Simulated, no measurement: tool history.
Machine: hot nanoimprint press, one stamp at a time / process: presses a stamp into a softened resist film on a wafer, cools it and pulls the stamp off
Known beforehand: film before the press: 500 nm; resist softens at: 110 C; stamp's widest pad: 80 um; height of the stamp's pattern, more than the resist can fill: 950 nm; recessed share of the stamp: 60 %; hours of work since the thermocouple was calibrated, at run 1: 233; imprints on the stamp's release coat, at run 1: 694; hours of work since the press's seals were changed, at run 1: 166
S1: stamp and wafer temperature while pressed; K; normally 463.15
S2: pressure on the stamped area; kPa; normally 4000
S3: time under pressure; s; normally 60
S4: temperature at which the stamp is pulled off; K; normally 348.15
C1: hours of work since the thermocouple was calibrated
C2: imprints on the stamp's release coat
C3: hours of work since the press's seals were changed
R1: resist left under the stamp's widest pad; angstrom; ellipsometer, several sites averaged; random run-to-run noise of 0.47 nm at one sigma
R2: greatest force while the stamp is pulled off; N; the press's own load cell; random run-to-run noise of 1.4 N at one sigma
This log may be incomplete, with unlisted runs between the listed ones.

run    day      S1    S2   S3      S4   C1   C2   C3    R1   R2
  1      0  463.15  4000   60  348.15  233  694  166  2721  247
     0.721  -- stamp cleaned and given a new release coat
  2  0.742  463.15  4000   60  336.15  239    1  171  2724  277
  3  1.112  463.15  5010   60  348.15  243   27  175  2477  230
  4  1.425  463.15  4000   60  335.15  246   50  179  2715  283
  5  1.821  463.15  2510   60  335.15  250   78  183  3242  282
  6  2.138  463.15  2510   60  335.15  254  100  187  3236  284
     2.321  -- plate thermocouple calibrated
  7  2.696  463.15  2510   60  335.15    4  131  191  3263  285
  8  3.154  454.15  2510   60  335.15    9  164  196  3885  284
  9  3.425  463.15  4000   80  348.15   12  183  200  2489  235
 10  3.792  470.15  4000   60  348.15   16  209  204  2278  235
 11  4.188  470.15  4000   60  348.15   21  237  208  2274  236
 12  4.521  470.15  4000   60  348.15   24  261  212  2274  237
 13  4.771  470.15  4000   60  348.15   27  279  214  2277  235
 14  4.979  451.15  5820  115  340.15   29  294  217  2656  269
 15  5.425  468.15  3500  115  340.15   34  325  222  1993  273
 16  5.833  472.15  3500   93  340.15   39  354  226  1936  271
 17  6.283  463.15  2770   34  348.15   44  386  231  3645  238
 18  6.712  468.15  4000   60  345.15   49  417  236  2392  255
 19  7.204  452.15  3340  110  355.15   54  452  241  3229  213
 20    7.7  452.15  3340  110  355.15   60  487  247  3230  214
 21  8.125  453.15  5790   60  348.15   64  517  252  3092  243
 22  8.462  463.15  3310   60  348.15   68  541  255  2948  243
 23  8.921  463.15  3310   60  348.15   73  574  260  2957  245
 24  9.312  463.15  3310   60  348.15   78  602  265  2943  244
 25  9.608  474.15  4000   60  341.15   81  623  268  2040  273

Forecast each of these 4 alternatives for the next run:
  A  9.871  473.15  4000  54  341.15  84  642  271   ?   ?
  B  9.871  470.15  2880  60  348.15  84  642  271   ?   ?
  C  9.871  454.15  2430  60  334.15  84  642  271   ?   ?
  D  9.871  474.15  5830  90  341.15  84  642  271   ?   ?

run    R1   R2
  A  2189  273
  B  2617  244
  C  3904  304
  D  1442  273
Take away the tool's hidden state, keep each run's random variation, and the runs would have read:
run    R1   R2
  A  2195  258
  B  2629  230
  C  3919  288
  D  1443  258
